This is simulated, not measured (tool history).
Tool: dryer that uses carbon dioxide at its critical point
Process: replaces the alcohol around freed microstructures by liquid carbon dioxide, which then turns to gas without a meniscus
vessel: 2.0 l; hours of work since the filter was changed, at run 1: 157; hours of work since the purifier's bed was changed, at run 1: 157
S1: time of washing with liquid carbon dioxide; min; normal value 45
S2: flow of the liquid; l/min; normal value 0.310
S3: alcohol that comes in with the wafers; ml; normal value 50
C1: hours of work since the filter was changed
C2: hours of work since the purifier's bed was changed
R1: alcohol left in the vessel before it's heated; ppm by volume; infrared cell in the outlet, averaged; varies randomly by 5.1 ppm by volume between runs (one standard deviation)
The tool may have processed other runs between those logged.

run,day,S1,S2,S3,C1,C2,R1
1,0.000,45,0.310,50,157,157,138
2,2.138,45,0.310,50,182,182,169
3,4.238,45,0.310,50,206,206,181
4,5.262,45,0.310,50,217,217,194
5,6.154,45,0.310,50,228,228,197
6,8.004,45,0.310,50,249,249,215
7,9.225,45,0.310,50,263,263,221
8,10.283,45,0.310,50,275,275,228
9,11.650,45,0.310,50,291,291,233
10,13.404,45,0.310,50,311,311,258
11,15.100,32,0.310,50,330,330,675
12,16.633,45,0.235,50,348,348,583
13,18.308,45,0.235,50,367,367,612
14,19.754,45,0.310,20,383,383,231
15,20.683,45,0.310,25,394,394,250

Alternative continuations, all from the tool just after run 15; predict every row:
A,22.304,42,0.310,38,412,412,?
B,22.304,42,0.270,25,412,412,?
C,22.304,57,0.310,50,412,412,?
D,22.304,35,0.310,25,412,412,?
E,22.304,27,0.291,52,412,412,?

run,R1
A,341
B,377
C,235
D,391
E,1471
With the hidden condition removed and each run's random variation left untouched, the same runs would have given:
run,R1
A,69
B,96
C,15
D,101
E,813
